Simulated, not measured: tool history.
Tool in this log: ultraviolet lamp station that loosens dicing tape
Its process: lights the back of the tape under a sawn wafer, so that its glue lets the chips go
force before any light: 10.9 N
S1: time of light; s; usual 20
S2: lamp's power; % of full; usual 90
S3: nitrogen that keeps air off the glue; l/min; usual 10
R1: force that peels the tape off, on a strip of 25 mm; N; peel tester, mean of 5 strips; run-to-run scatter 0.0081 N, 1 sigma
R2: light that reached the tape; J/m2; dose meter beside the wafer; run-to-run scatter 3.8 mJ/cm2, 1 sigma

{"run": 1, "hour": 0.0, "S1": 20, "S2": 90, "S3": 10, "R1": 0.59, "R2": 5100}
{"run": 2, "hour": 20.0, "S1": 20, "S2": 90, "S3": 10, "R1": 0.609, "R2": 5020}
{"run": 3, "hour": 51.9, "S1": 20, "S2": 90, "S3": 10, "R1": 0.605, "R2": 4950}
{"run": 4, "hour": 72.1, "S1": 20, "S2": 90, "S3": 10, "R1": 0.605, "R2": 5000}
{"hour": 88.8, "done": "window cleaned of glue's vapour"}
{"run": 5, "hour": 105.8, "S1": 20, "S2": 90, "S3": 9, "R1": 0.766, "R2": 4840}
{"run": 6, "hour": 138.5, "S1": 20, "S2": 90, "S3": 9, "R1": 0.757, "R2": 4700}
{"run": 7, "hour": 163.9, "S1": 20, "S2": 90, "S3": 9, "R1": 0.782, "R2": 4730}
{"run": 8, "hour": 184.2, "S1": 20, "S2": 90, "S3": 9, "R1": 0.79, "R2": 4670}
{"run": 9, "hour": 200.9, "S1": 20, "S2": 90, "S3": 9, "R1": 0.8, "R2": 4700}
{"run": 10, "hour": 224.0, "S1": 20, "S2": 90, "S3": 9, "R1": 0.825, "R2": 4610}
{"hour": 254.2, "done": "window cleaned of glue's vapour, once more"}
{"run": 11, "hour": 263.3, "S1": 20, "S2": 90, "S3": 16, "R1": 0.295, "R2": 5770}
{"run": 12, "hour": 298.2, "S1": 20, "S2": 90, "S3": 16, "R1": 0.307, "R2": 5770}
{"run": 13, "hour": 337.2, "S1": 20, "S2": 90, "S3": 16, "R1": 0.295, "R2": 5680}
{"run": 14, "hour": 370.7, "S1": 20, "S2": 90, "S3": 16, "R1": 0.315, "R2": 5630}
{"run": 15, "hour": 401.3, "S1": 20, "S2": 90, "S3": 5, "R1": 0.877, "R2": 5630}
{"run": 16, "hour": 437.1, "S1": 20, "S2": 90, "S3": 5, "R1": 0.91, "R2": 5560}
{"run": 17, "hour": 477.6, "S1": 13, "S2": 90, "S3": 10, "R1": 1.29, "R2": 3630}
{"run": 18, "hour": 506.9, "S1": 13, "S2": 90, "S3": 10, "R1": 1.323, "R2": 3480}
{"run": 19, "hour": 539.3, "S1": 13, "S2": 90, "S3": 10, "R1": 1.379, "R2": 3530}
{"run": 20, "hour": 580.7, "S1": 20, "S2": 82, "S3": 10, "R1": 0.638, "R2": 4880}
{"run": 21, "hour": 622.4, "S1": 15, "S2": 81, "S3": 4, "R1": 2.454, "R2": 3560}
{"run": 22, "hour": 660.7, "S1": 15, "S2": 90, "S3": 18, "R1": 0.681, "R2": 3920}
{"run": 23, "hour": 688.9, "S1": 18, "S2": 90, "S3": 4, "R1": 1.551, "R2": 4680}
{"run": 24, "hour": 717.7, "S1": 18, "S2": 90, "S3": 4, "R1": 1.543, "R2": 4730}
{"run": 25, "hour": 757.2, "S1": 14, "S2": 92, "S3": 18, "R1": 0.773, "R2": 3660}
{"run": 26, "hour": 794.4, "S1": 13, "S2": 76, "S3": 3, "R1": 3.867, "R2": 2740}
{"run": 27, "hour": 820.0, "S1": 26, "S2": 83, "S3": 9, "R1": 0.418, "R2": 6100}
{"run": 28, "hour": 855.3, "S1": 26, "S2": 83, "S3": 12, "R1": 0.335, "R2": 5990}
{"run": 29, "hour": 886.8, "S1": 26, "S2": 83, "S3": 20, "R1": 0.235, "R2": 5950}
{"run": 30, "hour": 920.0, "S1": 33, "S2": 78, "S3": 20, "R1": 0.185, "R2": 7010}
{"run": 31, "hour": 942.2, "S1": 33, "S2": 78, "S3": 20, "R1": 0.179, "R2": 6990}
{"run": 32, "hour": 969.1, "S1": 31, "S2": 90, "S3": 19, "R1": 0.17, "R2": 7510}
{"run": 33, "hour": 998.4, "S1": 31, "S2": 90, "S3": 19, "R1": 0.181, "R2": 7460}
{"run": 34, "hour": 1015.9, "S1": 11, "S2": 90, "S3": 10, "R1": 2.175, "R2": 2680}
{"run": 35, "hour": 1050.6, "S1": 11, "S2": 90, "S3": 10, "R1": 2.18, "R2": 2660}
{"run": 36, "hour": 1085.7, "S1": 11, "S2": 90, "S3": 10, "R1": 2.236, "R2": 2610}
{"run": 37, "hour": 1112.3, "S1": 18, "S2": 90, "S3": 10, "R1": 0.919, "R2": 4220}

5 ways to go on from here, each from the tool as it stands after run 37. What would each give?
{"run": "A", "hour": 1152.2, "S1": 18, "S2": 61, "S3": 10, "R1": "?", "R2": "?"}
{"run": "B", "hour": 1152.2, "S1": 20, "S2": 96, "S3": 10, "R1": "?", "R2": "?"}
{"run": "C", "hour": 1152.2, "S1": 18, "S2": 90, "S3": 9, "R1": "?", "R2": "?"}
{"run": "D", "hour": 1152.2, "S1": 20, "S2": 74, "S3": 10, "R1": "?", "R2": "?"}
{"run": "E", "hour": 1152.2, "S1": 25, "S2": 98, "S3": 13, "R1": "?", "R2": "?"}

run=A R1=1.976 R2=2880
run=B R1=0.620 R2=4990
run=C R1=0.986 R2=4180
run=D R1=1.141 R2=3830
run=E R1=0.275 R2=6330
Without the tool's hidden state the same runs would have given:
run=A R1=1.027 R2=4060
run=B R1=0.274 R2=7020
run=C R1=0.440 R2=5900
run=D R1=0.517 R2=5390
run=E R1=0.158 R2=8930
